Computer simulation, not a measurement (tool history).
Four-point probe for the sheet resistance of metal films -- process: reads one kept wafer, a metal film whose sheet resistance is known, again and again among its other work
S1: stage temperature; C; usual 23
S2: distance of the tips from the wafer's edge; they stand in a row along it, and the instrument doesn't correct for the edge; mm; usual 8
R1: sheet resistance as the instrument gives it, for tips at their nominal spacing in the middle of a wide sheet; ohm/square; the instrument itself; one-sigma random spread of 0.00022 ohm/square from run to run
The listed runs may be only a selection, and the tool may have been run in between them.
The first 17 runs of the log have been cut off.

run,day,S1,S2,R1
18,25.825,27,11,1.087888
19,26.938,23,13,1.080744
20,27.933,34,37,1.090093
21,29.492,26,43,1.079784
22,30.483,24,8,1.091013
23,32.379,21,21,1.07532
24,33.962,19,55,1.070482
25,35.475,21,47,1.073258
26,37.138,24,42,1.077571
27,38.558,23,68,1.076114
28,40.317,24,68,1.077504
29,41.633,24,68,1.077313
30,42.504,24,68,1.077353
31,43.375,24,68,1.077493
32,44.7,20,71,1.072466

Predict each of these 5 candidate next runs independently; none follows another, all start after run 32:
A,46.533,33,8,?
B,46.533,23,14,?
C,46.533,35,10,?
D,46.533,21,7,?
E,46.533,32,75,?

run,R1
A,1.103666
B,1.08091
C,1.101075
D,1.092412
E,1.087899
Without the tool's hidden state the same runs would have given:
run,R1
A,1.097737
B,1.075114
C,1.095154
D,1.086565
E,1.08205

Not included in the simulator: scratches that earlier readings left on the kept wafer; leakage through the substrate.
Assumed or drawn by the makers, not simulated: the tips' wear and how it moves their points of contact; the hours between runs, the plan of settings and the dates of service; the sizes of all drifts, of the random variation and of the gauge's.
